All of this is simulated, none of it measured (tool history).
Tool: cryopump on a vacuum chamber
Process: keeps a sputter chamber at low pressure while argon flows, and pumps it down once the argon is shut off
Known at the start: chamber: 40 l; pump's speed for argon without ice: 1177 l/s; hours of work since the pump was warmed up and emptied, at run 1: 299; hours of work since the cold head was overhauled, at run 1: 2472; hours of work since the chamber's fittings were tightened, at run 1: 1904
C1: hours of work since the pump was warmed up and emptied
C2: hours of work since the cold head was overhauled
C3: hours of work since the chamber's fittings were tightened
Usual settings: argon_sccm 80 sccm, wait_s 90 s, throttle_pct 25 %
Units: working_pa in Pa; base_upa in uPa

{"run": 1, "hour": 0.0, "argon_sccm": 80, "wait_s": 90, "throttle_pct": 25, "C1": 299, "C2": 2472, "C3": 1904, "working_pa": 0.4917, "base_upa": 2.31}
{"run": 2, "hour": 65.8, "argon_sccm": 80, "wait_s": 90, "throttle_pct": 41, "C1": 345, "C2": 2518, "C3": 1950, "working_pa": 0.3152, "base_upa": 2.42}
{"run": 3, "hour": 110.2, "argon_sccm": 80, "wait_s": 90, "throttle_pct": 41, "C1": 376, "C2": 2549, "C3": 1981, "working_pa": 0.317, "base_upa": 2.37}
{"hour": 139.7, "done": "pump warmed up, emptied and cooled again"}
{"run": 4, "hour": 157.9, "argon_sccm": 80, "wait_s": 90, "throttle_pct": 41, "C1": 13, "C2": 2579, "C3": 2010, "working_pa": 0.2854, "base_upa": 2.13}
{"run": 5, "hour": 252.0, "argon_sccm": 49, "wait_s": 90, "throttle_pct": 25, "C1": 78, "C2": 2645, "C3": 2076, "working_pa": 0.2857, "base_upa": 2.22}
{"run": 6, "hour": 342.1, "argon_sccm": 49, "wait_s": 90, "throttle_pct": 25, "C1": 141, "C2": 2707, "C3": 2139, "working_pa": 0.2911, "base_upa": 2.22}
{"run": 7, "hour": 392.2, "argon_sccm": 49, "wait_s": 90, "throttle_pct": 25, "C1": 176, "C2": 2742, "C3": 2174, "working_pa": 0.2917, "base_upa": 2.26}
{"run": 8, "hour": 435.9, "argon_sccm": 49, "wait_s": 90, "throttle_pct": 25, "C1": 207, "C2": 2773, "C3": 2205, "working_pa": 0.2908, "base_upa": 2.34}
{"run": 9, "hour": 522.3, "argon_sccm": 80, "wait_s": 90, "throttle_pct": 25, "C1": 267, "C2": 2833, "C3": 2265, "working_pa": 0.4851, "base_upa": 2.48}
{"run": 10, "hour": 583.0, "argon_sccm": 80, "wait_s": 90, "throttle_pct": 47, "C1": 310, "C2": 2876, "C3": 2307, "working_pa": 0.2761, "base_upa": 2.5}
{"run": 11, "hour": 645.3, "argon_sccm": 144, "wait_s": 90, "throttle_pct": 25, "C1": 353, "C2": 2919, "C3": 2351, "working_pa": 0.8881, "base_upa": 2.45}
{"run": 12, "hour": 692.2, "argon_sccm": 144, "wait_s": 90, "throttle_pct": 25, "C1": 386, "C2": 2952, "C3": 2384, "working_pa": 0.8918, "base_upa": 2.58}
{"hour": 703.8, "done": "pump warmed up, emptied and cooled again"}
{"run": 13, "hour": 788.5, "argon_sccm": 144, "wait_s": 90, "throttle_pct": 25, "C1": 59, "C2": 3016, "C3": 2447, "working_pa": 0.8363, "base_upa": 2.37}
{"run": 14, "hour": 834.6, "argon_sccm": 144, "wait_s": 90, "throttle_pct": 25, "C1": 91, "C2": 3048, "C3": 2480, "working_pa": 0.8478, "base_upa": 2.3}
{"run": 15, "hour": 922.6, "argon_sccm": 144, "wait_s": 90, "throttle_pct": 25, "C1": 153, "C2": 3109, "C3": 2541, "working_pa": 0.857, "base_upa": 2.34}
{"run": 16, "hour": 1005.9, "argon_sccm": 144, "wait_s": 90, "throttle_pct": 25, "C1": 211, "C2": 3168, "C3": 2599, "working_pa": 0.8659, "base_upa": 2.45}
{"run": 17, "hour": 1060.1, "argon_sccm": 80, "wait_s": 90, "throttle_pct": 42, "C1": 249, "C2": 3205, "C3": 2637, "working_pa": 0.2957, "base_upa": 2.52}
{"run": 18, "hour": 1130.0, "argon_sccm": 126, "wait_s": 51, "throttle_pct": 25, "C1": 298, "C2": 3254, "C3": 2686, "working_pa": 0.7653, "base_upa": 3.6}
{"run": 19, "hour": 1221.7, "argon_sccm": 126, "wait_s": 51, "throttle_pct": 25, "C1": 362, "C2": 3318, "C3": 2750, "working_pa": 0.7824, "base_upa": 3.66}
{"run": 20, "hour": 1259.9, "argon_sccm": 53, "wait_s": 134, "throttle_pct": 40, "C1": 388, "C2": 3345, "C3": 2777, "working_pa": 0.2134, "base_upa": 2.21}
{"hour": 1273.0, "done": "pump warmed up, emptied and cooled again"}
{"run": 21, "hour": 1357.7, "argon_sccm": 78, "wait_s": 29, "throttle_pct": 16, "C1": 59, "C2": 3410, "C3": 2842, "working_pa": 0.7125, "base_upa": 5.34}
{"run": 22, "hour": 1423.5, "argon_sccm": 44, "wait_s": 54, "throttle_pct": 16, "C1": 105, "C2": 3456, "C3": 2887, "working_pa": 0.4021, "base_upa": 3.31}
{"run": 23, "hour": 1517.5, "argon_sccm": 44, "wait_s": 54, "throttle_pct": 16, "C1": 171, "C2": 3521, "C3": 2953, "working_pa": 0.4032, "base_upa": 3.41}
{"run": 24, "hour": 1573.1, "argon_sccm": 44, "wait_s": 54, "throttle_pct": 16, "C1": 210, "C2": 3560, "C3": 2992, "working_pa": 0.4027, "base_upa": 3.59}
{"run": 25, "hour": 1653.7, "argon_sccm": 80, "wait_s": 205, "throttle_pct": 25, "C1": 266, "C2": 3617, "C3": 3048, "working_pa": 0.4825, "base_upa": 1.81}
{"run": 26, "hour": 1725.7, "argon_sccm": 80, "wait_s": 58, "throttle_pct": 47, "C1": 316, "C2": 3667, "C3": 3099, "working_pa": 0.2725, "base_upa": 3.43}
{"run": 27, "hour": 1804.1, "argon_sccm": 80, "wait_s": 58, "throttle_pct": 47, "C1": 371, "C2": 3722, "C3": 3153, "working_pa": 0.2781, "base_upa": 3.59}
{"hour": 1838.4, "done": "pump warmed up, emptied and cooled again"}
{"run": 28, "hour": 1850.9, "argon_sccm": 35, "wait_s": 58, "throttle_pct": 47, "C1": 9, "C2": 3751, "C3": 3182, "working_pa": 0.1093, "base_upa": 3.27}
{"run": 29, "hour": 1913.6, "argon_sccm": 35, "wait_s": 235, "throttle_pct": 47, "C1": 53, "C2": 3795, "C3": 3226, "working_pa": 0.1089, "base_upa": 1.72}
{"run": 30, "hour": 1974.2, "argon_sccm": 35, "wait_s": 235, "throttle_pct": 47, "C1": 95, "C2": 3837, "C3": 3269, "working_pa": 0.1116, "base_upa": 1.72}
{"hour": 2013.3, "done": "leaking fittings of the chamber tightened, without venting"}
{"run": 31, "hour": 2068.0, "argon_sccm": 35, "wait_s": 235, "throttle_pct": 47, "C1": 159, "C2": 3901, "C3": 38, "working_pa": 0.1128, "base_upa": 0.89}
{"run": 32, "hour": 2126.9, "argon_sccm": 80, "wait_s": 59, "throttle_pct": 33, "C1": 200, "C2": 3942, "C3": 79, "working_pa": 0.3671, "base_upa": 2.37}
{"run": 33, "hour": 2178.1, "argon_sccm": 80, "wait_s": 59, "throttle_pct": 33, "C1": 236, "C2": 3978, "C3": 115, "working_pa": 0.3683, "base_upa": 2.49}
{"run": 34, "hour": 2259.0, "argon_sccm": 80, "wait_s": 90, "throttle_pct": 50, "C1": 292, "C2": 4035, "C3": 172, "working_pa": 0.2585, "base_upa": 1.66}

Forecast each of these 3 alternatives for the next run:
{"run": "A", "hour": 2302.4, "argon_sccm": 43, "wait_s": 90, "throttle_pct": 50, "C1": 323, "C2": 4065, "C3": 202, "working_pa": "?", "base_upa": "?"}
{"run": "B", "hour": 2302.4, "argon_sccm": 64, "wait_s": 26, "throttle_pct": 37, "C1": 323, "C2": 4065, "C3": 202, "working_pa": "?", "base_upa": "?"}
{"run": "C", "hour": 2302.4, "argon_sccm": 80, "wait_s": 22, "throttle_pct": 28, "C1": 323, "C2": 4065, "C3": 202, "working_pa": "?", "base_upa": "?"}

run=A working_pa=0.1406 base_upa=1.78
run=B working_pa=0.2741 base_upa=5.12
run=C working_pa=0.4435 base_upa=5.80
Without the tool's hidden state the same runs would have given:
run=A working_pa=0.1234 base_upa=1.62
run=B working_pa=0.2486 base_upa=4.96
run=C working_pa=0.4114 base_upa=5.64

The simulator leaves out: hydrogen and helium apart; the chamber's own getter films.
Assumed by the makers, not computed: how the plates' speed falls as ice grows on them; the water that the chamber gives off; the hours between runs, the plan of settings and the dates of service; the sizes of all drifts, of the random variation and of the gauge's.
